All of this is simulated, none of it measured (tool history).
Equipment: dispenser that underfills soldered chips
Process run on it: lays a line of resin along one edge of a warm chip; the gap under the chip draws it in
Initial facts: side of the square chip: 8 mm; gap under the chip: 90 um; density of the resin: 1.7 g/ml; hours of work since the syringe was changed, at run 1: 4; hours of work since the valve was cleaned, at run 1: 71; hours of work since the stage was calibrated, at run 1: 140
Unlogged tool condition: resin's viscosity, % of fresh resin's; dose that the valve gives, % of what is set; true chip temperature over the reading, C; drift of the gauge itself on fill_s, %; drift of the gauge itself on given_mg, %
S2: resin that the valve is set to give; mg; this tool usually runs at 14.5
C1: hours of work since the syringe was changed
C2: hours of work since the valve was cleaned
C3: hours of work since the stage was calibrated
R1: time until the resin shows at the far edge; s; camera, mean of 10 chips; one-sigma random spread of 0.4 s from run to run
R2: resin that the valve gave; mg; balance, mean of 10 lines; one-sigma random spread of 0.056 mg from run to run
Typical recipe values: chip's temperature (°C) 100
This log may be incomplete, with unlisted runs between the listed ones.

Run 1, hour 0: usual settings; C1 4; C2 71; C3 140. Result: R1 33.5 s, R2 13.83 mg.
At hour 5.6: new syringe of resin.
Run 2, hour 7.6: usual settings but S2 12.3 mg; C1 1; C2 76; C3 145. Result: R1 30.3 s, R2 11.73 mg.
Run 3, hour 12.6: usual settings but S2 12.3 mg; C1 5; C2 79; C3 148. Result: R1 38.2 s, R2 11.64 mg.
At hour 16.7: new syringe of resin.
Run 4, hour 23.4: usual settings but S2 17.7 mg; C1 4; C2 86; C3 155. Result: R1 35.1 s, R2 16.79 mg.
At hour 27.6: new syringe of resin.
Run 5, hour 34.8: usual settings but S2 17.7 mg; C1 5; C2 94; C3 163. Result: R1 35.8 s, R2 16.65 mg.
At hour 38.8: new syringe of resin.
Run 6, hour 45.3: usual settings but S2 17.7 mg; C1 4; C2 101; C3 170. Result: R1 35 s, R2 16.59 mg.
At hour 50.1: new syringe of resin.
Run 7, hour 50.2: usual settings but S2 15.9 mg; C1 0; C2 104; C3 173. Result: R1 26 s, R2 14.83 mg.
Run 8, hour 60.4: usual settings but S2 12.8 mg; C1 7; C2 111; C3 180. Result: R1 45.5 s, R2 11.9 mg.
At hour 61.6: new syringe of resin.
At hour 67.8: dispensing valve cleaned and set on the balance.
Run 9, hour 72: usual settings but chip's temperature (°C) 106; C1 6; C2 3; C3 187. Result: R1 32 s, R2 14.43 mg.
At hour 73.4: new syringe of resin.
Run 10, hour 79.4: usual settings but chip's temperature (°C) 106; C1 4; C2 8; C3 191. Result: R1 26.3 s, R2 14.41 mg.
At hour 84.4: new syringe of resin.
Run 11, hour 89.6: usual settings but S2 14.1 mg; C1 3; C2 14; C3 198. Result: R1 33.4 s, R2 14.02 mg.
At hour 95.3: new syringe of resin.
Run 12, hour 95.3: usual settings but S2 14.1 mg; C1 0; C2 18; C3 201. Result: R1 24.6 s, R2 14.02 mg.
Run 13, hour 102.8: usual settings but S2 14.1 mg; C1 5; C2 23; C3 207. Result: R1 36.2 s, R2 13.89 mg.
At hour 106.5: new syringe of resin.
Run 14, hour 111.9: usual settings but S2 13 mg; C1 4; C2 29; C3 212. Result: R1 33.3 s, R2 12.84 mg.
At hour 117.7: new syringe of resin.
Run 15, hour 121.2: usual settings but S2 13 mg; C1 2; C2 35; C3 218. Result: R1 31.2 s, R2 12.64 mg.
At hour 128.9: new syringe of resin.
Run 16, hour 131.4: usual settings but S2 13 mg; C1 2; C2 41; C3 225. Result: R1 29 s, R2 12.66 mg.
At hour 139.8: new syringe of resin.
Run 17, hour 139.8: usual settings; C1 0; C2 47; C3 231. Result: R1 24.9 s, R2 14.03 mg.
Run 18, hour 144.6: usual settings but chip's temperature (°C) 90, S2 18.6 mg; C1 3; C2 50; C3 234. Result: R1 48 s, R2 17.99 mg.
At hour 150.9: new syringe of resin.
Run 19, hour 151.1: usual settings but chip's temperature (°C) 104, S2 15.6 mg; C1 0; C2 54; C3 238. Result: R1 21.5 s, R2 15.05 mg.
Run 20, hour 161.1: usual settings but chip's temperature (°C) 104, S2 15.6 mg; C1 7; C2 61; C3 245. Result: R1 34.9 s, R2 14.88 mg.
At hour 162.2: new syringe of resin.
Run 21, hour 166.1: usual settings but chip's temperature (°C) 115, S2 16 mg; C1 3; C2 64; C3 248. Result: R1 16.8 s, R2 15.43 mg.
At hour 173.4: new syringe of resin.
Run 22, hour 177: usual settings but chip's temperature (°C) 112, S2 12.4 mg; C1 2; C2 71; C3 255. Result: R1 19.3 s, R2 11.82 mg.
Run 23, hour 182.6: usual settings but chip's temperature (°C) 112, S2 12.4 mg; C1 6; C2 75; C3 259. Result: R1 26.1 s, R2 11.75 mg.
At hour 184.5: new syringe of resin.
Run 24, hour 188.9: usual settings but chip's temperature (°C) 112, S2 12.4 mg; C1 3; C2 79; C3 263. Result: R1 20.6 s, R2 11.8 mg.
At hour 195.3: new syringe of resin.
Run 25, hour 199.5: usual settings but chip's temperature (°C) 95, S2 18.6 mg; C1 3; C2 86; C3 270. Result: R1 38.4 s, R2 17.66 mg.
At hour 206.4: new syringe of resin.
Run 26, hour 206.6: usual settings but chip's temperature (°C) 110, S2 15.4 mg; C1 0; C2 90; C3 274. Result: R1 17.4 s, R2 14.46 mg.
Run 27, hour 216.6: usual settings but chip's temperature (°C) 110, S2 15.4 mg; C1 7; C2 97; C3 281. Result: R1 28.1 s, R2 14.45 mg.
At hour 217.7: new syringe of resin.
Run 28, hour 224.6: usual settings but chip's temperature (°C) 98, S2 17 mg; C1 5; C2 102; C3 286. Result: R1 37.1 s, R2 15.87 mg.
At hour 228.8: new syringe of resin.
Run 29, hour 230.4: usual settings but chip's temperature (°C) 113, S2 17 mg; C1 1; C2 106; C3 290. Result: R1 15.8 s, R2 15.78 mg.
At hour 239.6: new syringe of resin.
Run 30, hour 241.3: usual settings but S2 16.8 mg; C1 1; C2 113; C3 297. Result: R1 26.7 s, R2 15.58 mg.
At hour 244.2: dispensing valve cleaned and set on the balance.
Run 31, hour 249.7: usual settings but chip's temperature (°C) 114, S2 16.8 mg; C1 6; C2 4; C3 302. Result: R1 21.3 s, R2 16.72 mg.
At hour 251.8: new syringe of resin.
Run 32, hour 259.7: usual settings but chip's temperature (°C) 97, S2 13 mg; C1 5; C2 10; C3 308. Result: R1 44 s, R2 12.89 mg.
At hour 262.5: new syringe of resin.
Run 33, hour 270: usual settings but chip's temperature (°C) 94; C1 5; C2 17; C3 315. Result: R1 47.6 s, R2 14.4 mg.
At hour 273.6: new syringe of resin.
Run 34, hour 277.2: usual settings but chip's temperature (°C) 94; C1 2; C2 21; C3 320. Result: R1 37.5 s, R2 14.3 mg.

For each entry between runs, how does the tool's hidden state at the last listed run before it compare with that at the first listed run after it?
Run 1 -> run 2: new syringe of resin (hour 5.6)
  resin's viscosity, % of fresh resin's: 131.1 -> 110.2; dose that the valve gives, % of what is set: 95.77 -> 95.48; true chip temperature over the reading, C: 0.56 -> 0.58
  what was measured, less what the result would be without the hidden state, R1: +7.6 -> +2.6 s; R2: -0.61 -> -0.56 mg
Run 3 -> run 4: new syringe of resin (hour 16.7)
  resin's viscosity, % of fresh resin's: 141.6 -> 140.5; dose that the valve gives, % of what is set: 95.27 -> 94.79; true chip temperature over the reading, C: 0.59 -> 0.61
  what was measured, less what the result would be without the hidden state, R1: +11.1 -> +9.7 s; R2: -0.58 -> -0.92 mg
Run 4 -> run 5: new syringe of resin (hour 27.6)
  resin's viscosity, % of fresh resin's: 140.5 -> 142.6; dose that the valve gives, % of what is set: 94.79 -> 94.32; true chip temperature over the reading, C: 0.61 -> 0.64
  what was measured, less what the result would be without the hidden state, R1: +9.7 -> +10.2 s; R2: -0.92 -> -1 mg
Run 5 -> run 6: new syringe of resin (hour 38.8)
  resin's viscosity, % of fresh resin's: 142.6 -> 138.3; dose that the valve gives, % of what is set: 94.32 -> 93.9; true chip temperature over the reading, C: 0.64 -> 0.67
  what was measured, less what the result would be without the hidden state, R1: +10.2 -> +9.1 s; R2: -1 -> -1.07 mg
Run 6 -> run 7: new syringe of resin (hour 50.1)
  resin's viscosity, % of fresh resin's: 138.3 -> 102.2; dose that the valve gives, % of what is set: 93.9 -> 93.73; true chip temperature over the reading, C: 0.67 -> 0.68
  what was measured, less what the result would be without the hidden state, R1: +9.1 -> +0 s; R2: -1.07 -> -0.99 mg
Run 8 -> run 9: new syringe of resin (hour 61.6); dispensing valve cleaned and set on the balance (hour 67.8)
  resin's viscosity, % of fresh resin's: 170.6 -> 160.8; dose that the valve gives, % of what is set: 93.28 -> 99.73; true chip temperature over the reading, C: 0.7 -> 0.73
  what was measured, less what the result would be without the hidden state, R1: +18.5 -> +11.6 s; R2: -0.86 -> -0.04 mg
Run 9 -> run 10: new syringe of resin (hour 73.4)
  resin's viscosity, % of fresh resin's: 160.8 -> 134; dose that the valve gives, % of what is set: 99.73 -> 99.43; true chip temperature over the reading, C: 0.73 -> 0.74
  what was measured, less what the result would be without the hidden state, R1: +11.6 -> +6.1 s; R2: -0.04 -> -0.08 mg
Run 10 -> run 11: new syringe of resin (hour 84.4)
  resin's viscosity, % of fresh resin's: 134 -> 130.8; dose that the valve gives, % of what is set: 99.43 -> 99.02; true chip temperature over the reading, C: 0.74 -> 0.77
  what was measured, less what the result would be without the hidden state, R1: +6.1 -> +7.1 s; R2: -0.08 -> -0.14 mg
Run 11 -> run 12: new syringe of resin (hour 95.3)
  resin's viscosity, % of fresh resin's: 130.8 -> 98.1; dose that the valve gives, % of what is set: 99.02 -> 98.79; true chip temperature over the reading, C: 0.77 -> 0.78
  what was measured, less what the result would be without the hidden state, R1: +7.1 -> -1.3 s; R2: -0.14 -> -0.17 mg
Run 13 -> run 14: new syringe of resin (hour 106.5)
  resin's viscosity, % of fresh resin's: 142.9 -> 130.3; dose that the valve gives, % of what is set: 98.43 -> 98.06; true chip temperature over the reading, C: 0.8 -> 0.82
  what was measured, less what the result would be without the hidden state, R1: +10.1 -> +6.9 s; R2: -0.22 -> -0.26 mg
Run 14 -> run 15: new syringe of resin (hour 117.7)
  resin's viscosity, % of fresh resin's: 130.3 -> 120.8; dose that the valve gives, % of what is set: 98.06 -> 97.67; true chip temperature over the reading, C: 0.82 -> 0.85
  what was measured, less what the result would be without the hidden state, R1: +6.9 -> +4.6 s; R2: -0.26 -> -0.3 mg
Run 15 -> run 16: new syringe of resin (hour 128.9)
  resin's viscosity, % of fresh resin's: 120.8 -> 113.5; dose that the valve gives, % of what is set: 97.67 -> 97.26; true chip temperature over the reading, C: 0.85 -> 0.87
  what was measured, less what the result would be without the hidden state, R1: +4.6 -> +2.7 s; R2: -0.3 -> -0.35 mg
Run 16 -> run 17: new syringe of resin (hour 139.8)
  resin's viscosity, % of fresh resin's: 113.5 -> 98.5; dose that the valve gives, % of what is set: 97.26 -> 96.91; true chip temperature over the reading, C: 0.87 -> 0.89
  what was measured, less what the result would be without the hidden state, R1: +2.7 -> -1.2 s; R2: -0.35 -> -0.45 mg
Run 18 -> run 19: new syringe of resin (hour 150.9)
  resin's viscosity, % of fresh resin's: 125.7 -> 100.8; dose that the valve gives, % of what is set: 96.71 -> 96.48; true chip temperature over the reading, C: 0.9 -> 0.92
  what was measured, less what the result would be without the hidden state, R1: +8.3 -> -0.5 s; R2: -0.61 -> -0.55 mg
Run 20 -> run 21: new syringe of resin (hour 162.2)
  resin's viscosity, % of fresh resin's: 166.7 -> 122.3; dose that the valve gives, % of what is set: 96.06 -> 95.86; true chip temperature over the reading, C: 0.94 -> 0.95
  what was measured, less what the result would be without the hidden state, R1: +13.4 -> +2.6 s; R2: -0.61 -> -0.66 mg
Run 21 -> run 22: new syringe of resin (hour 173.4)
  resin's viscosity, % of fresh resin's: 122.3 -> 121.1; dose that the valve gives, % of what is set: 95.86 -> 95.41; true chip temperature over the reading, C: 0.95 -> 0.98
  what was measured, less what the result would be without the hidden state, R1: +2.6 -> +3 s; R2: -0.66 -> -0.57 mg
Run 23 -> run 24: new syringe of resin (hour 184.5)
  resin's viscosity, % of fresh resin's: 160.1 -> 126.6; dose that the valve gives, % of what is set: 95.18 -> 94.92; true chip temperature over the reading, C: 1 -> 1.01
  what was measured, less what the result would be without the hidden state, R1: +9.4 -> +3.9 s; R2: -0.59 -> -0.63 mg
Run 24 -> run 25: new syringe of resin (hour 195.3)
  resin's viscosity, % of fresh resin's: 126.6 -> 123.9; dose that the valve gives, % of what is set: 94.92 -> 94.5; true chip temperature over the reading, C: 1.01 -> 1.04
  what was measured, less what the result would be without the hidden state, R1: +3.9 -> +6.1 s; R2: -0.63 -> -1.03 mg
Run 25 -> run 26: new syringe of resin (hour 206.4)
  resin's viscosity, % of fresh resin's: 123.9 -> 101.6; dose that the valve gives, % of what is set: 94.5 -> 94.23; true chip temperature over the reading, C: 1.04 -> 1.05
  what was measured, less what the result would be without the hidden state, R1: +6.1 -> -0.3 s; R2: -1.03 -> -0.89 mg
Run 27 -> run 28: new syringe of resin (hour 217.7)
  resin's viscosity, % of fresh resin's: 168.3 -> 140.7; dose that the valve gives, % of what is set: 93.83 -> 93.49; true chip temperature over the reading, C: 1.08 -> 1.1
  what was measured, less what the result would be without the hidden state, R1: +10.8 -> +9.7 s; R2: -0.95 -> -1.1 mg
Run 28 -> run 29: new syringe of resin (hour 228.8)
  resin's viscosity, % of fresh resin's: 140.7 -> 107.9; dose that the valve gives, % of what is set: 93.49 -> 93.28; true chip temperature over the reading, C: 1.1 -> 1.11
  what was measured, less what the result would be without the hidden state, R1: +9.7 -> +0.6 s; R2: -1.1 -> -1.13 mg
Run 29 -> run 30: new syringe of resin (hour 239.6)
  resin's viscosity, % of fresh resin's: 107.9 -> 107.1; dose that the valve gives, % of what is set: 93.28 -> 92.8; true chip temperature over the reading, C: 1.11 -> 1.14
  what was measured, less what the result would be without the hidden state, R1: +0.6 -> +0.7 s; R2: -1.13 -> -1.21 mg
Run 30 -> run 31: dispensing valve cleaned and set on the balance (hour 244.2)
  resin's viscosity, % of fresh resin's: 107.1 -> 155.7; dose that the valve gives, % of what is set: 92.8 -> 99.82; true chip temperature over the reading, C: 1.14 -> 1.16
  what was measured, less what the result would be without the hidden state, R1: +0.7 -> +7.1 s; R2: -1.21 -> -0.03 mg
Run 31 -> run 32: new syringe of resin (hour 251.8)
  resin's viscosity, % of fresh resin's: 155.7 -> 150.3; dose that the valve gives, % of what is set: 99.82 -> 99.38; true chip temperature over the reading, C: 1.16 -> 1.18
  what was measured, less what the result would be without the hidden state, R1: +7.1 -> +13.2 s; R2: -0.03 -> -0.08 mg
Run 32 -> run 33: new syringe of resin (hour 262.5)
  resin's viscosity, % of fresh resin's: 150.3 -> 145.9; dose that the valve gives, % of what is set: 99.38 -> 98.98; true chip temperature over the reading, C: 1.18 -> 1.21
  what was measured, less what the result would be without the hidden state, R1: +13.2 -> +13.2 s; R2: -0.08 -> -0.14 mg
Run 33 -> run 34: new syringe of resin (hour 273.6)
  resin's viscosity, % of fresh resin's: 145.9 -> 119.5; dose that the valve gives, % of what is set: 98.98 -> 98.69; true chip temperature over the reading, C: 1.21 -> 1.22
  what was measured, less what the result would be without the hidden state, R1: +13.2 -> +4.5 s; R2: -0.14 -> -0.19 mg
